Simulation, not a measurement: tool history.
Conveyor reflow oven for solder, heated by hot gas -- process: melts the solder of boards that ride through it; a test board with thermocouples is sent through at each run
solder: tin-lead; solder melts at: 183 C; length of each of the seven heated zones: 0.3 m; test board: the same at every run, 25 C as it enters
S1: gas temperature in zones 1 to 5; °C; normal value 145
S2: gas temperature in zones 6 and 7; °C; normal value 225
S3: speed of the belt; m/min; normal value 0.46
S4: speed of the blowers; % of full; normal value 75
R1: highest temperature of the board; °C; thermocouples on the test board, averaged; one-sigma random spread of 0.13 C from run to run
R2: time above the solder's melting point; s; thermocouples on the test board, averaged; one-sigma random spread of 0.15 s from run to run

run   hour   S1   S2     S3  S4     R1    R2
  1      0  145  225   0.46  75  211.4  56.4
  2   32.8  145  225   0.46  75  211.4  56.5
  3   75.4  145  225   0.46  75    211  56.3
  4  132.6  145  225  0.475  75    210  53.1
  5  195.5  145  225   0.46  75    211  56.1
  6  245.7  145  225   0.46  75  210.6  55.9
  7  310.7  145  225   0.46  80  211.3  56.5
  8  358.9  145  225   0.46  80  211.3  56.5
  9  411.9  159  225   0.46  75  213.2  65.1
 10  452.6  145  239  0.489  60  217.5  57.1
     462.2  -- flux residue cleaned out of gas plates and filters
 11  522.2  145  239  0.489  60  215.9  55.9
 12  575.7  148  239  0.489  60  216.7  57.5
 13  606.9  148  216  0.489  84  201.3  42.6
     640.2  -- flux residue cleaned out of gas plates and filters, once more
 14  669.6  148  216  0.489  84  204.9    49
 15  713.9  148  213  0.524  84  200.7  39.8
     719.9  -- thermocouples of zones 6 and 7 changed
 16  762.7  133  228   0.46  53  206.6  46.3
 17  827.1  152  219  0.379  74    210  74.4

Here are 5 independent what-if runs from the current tool condition. What would each one return?
  A  878.6  146  219  0.379  63   ?   ?
  B  878.6  145  225   0.46  51   ?   ?
  C  878.6  146  219  0.379  74   ?   ?
  D  878.6  147  225  0.496  60   ?   ?
  E  878.6  145  232   0.46  75   ?   ?

run     R1    R2
  A  208.1  67.9
  B    206  50.1
  C  209.3    70
  D  205.8  46.9
  E  215.8  60.7
Stripped of hidden state, with their random variation kept, the same runs would have yielded:
run     R1    R2
  A  208.9    68
  B  206.8  50.4
  C  210.1  70.1
  D  206.7  47.2
  E  216.8  60.7
